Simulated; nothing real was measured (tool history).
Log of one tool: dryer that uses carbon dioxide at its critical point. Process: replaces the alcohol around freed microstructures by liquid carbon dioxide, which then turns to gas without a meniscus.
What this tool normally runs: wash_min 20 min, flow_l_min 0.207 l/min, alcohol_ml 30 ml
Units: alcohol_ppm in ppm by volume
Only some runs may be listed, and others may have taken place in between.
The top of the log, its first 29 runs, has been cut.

| run | hour | wash_min | flow_l_min | alcohol_ml | hours of work since the filter was changed | hours of work since the purifier's bed was changed | alcohol_ppm |
|---|---|---|---|---|---|---|---|
| 30 | 352.7 | 30 | 0.232 | 43 | 285 | 173 | 40 |
| 31 | 368.2 | 17 | 0.232 | 43 | 290 | 178 | 100 |
| 32 | 383.6 | 31 | 0.143 | 119 | 295 | 183 | 124 |
| 33 | 400.7 | 31 | 0.143 | 119 | 300 | 189 | 123 |
| 34 | 414.4 | 31 | 0.143 | 119 | 304 | 193 | 131 |
| 35 | 431.7 | 31 | 0.143 | 119 | 310 | 198 | 120 |
| 36 | 449 | 31 | 0.143 | 119 | 315 | 204 | 126 |
| 37 | 463.2 | 31 | 0.143 | 119 | 320 | 208 | 128 |
| 38 | 480.6 | 31 | 0.143 | 119 | 325 | 214 | 135 |
| 39 | 488.5 | 20 | 0.126 | 36 | 328 | 216 | 835 |
| 40 | 497.3 | 12 | 0.312 | 25 | 330 | 219 | 107 |
| 41 | 509.1 | 25 | 0.176 | 81 | 334 | 223 | 122 |
| 42 | 521.8 | 23 | 0.217 | 67 | 338 | 227 | 67 |
| 43 | 533.7 | 23 | 0.217 | 67 | 342 | 231 | 59 |

Estimate the outcome of run 44 from the log above:
| 44 | 548.8 | 20 | 0.207 | 20 | 347 | 235 | ? |

Run 44 came out at alcohol_ppm 78 ppm by volume.
With the hidden condition absent and the run-to-run variation left alone, this run would have shown alcohol_ppm 18 ppm by volume.
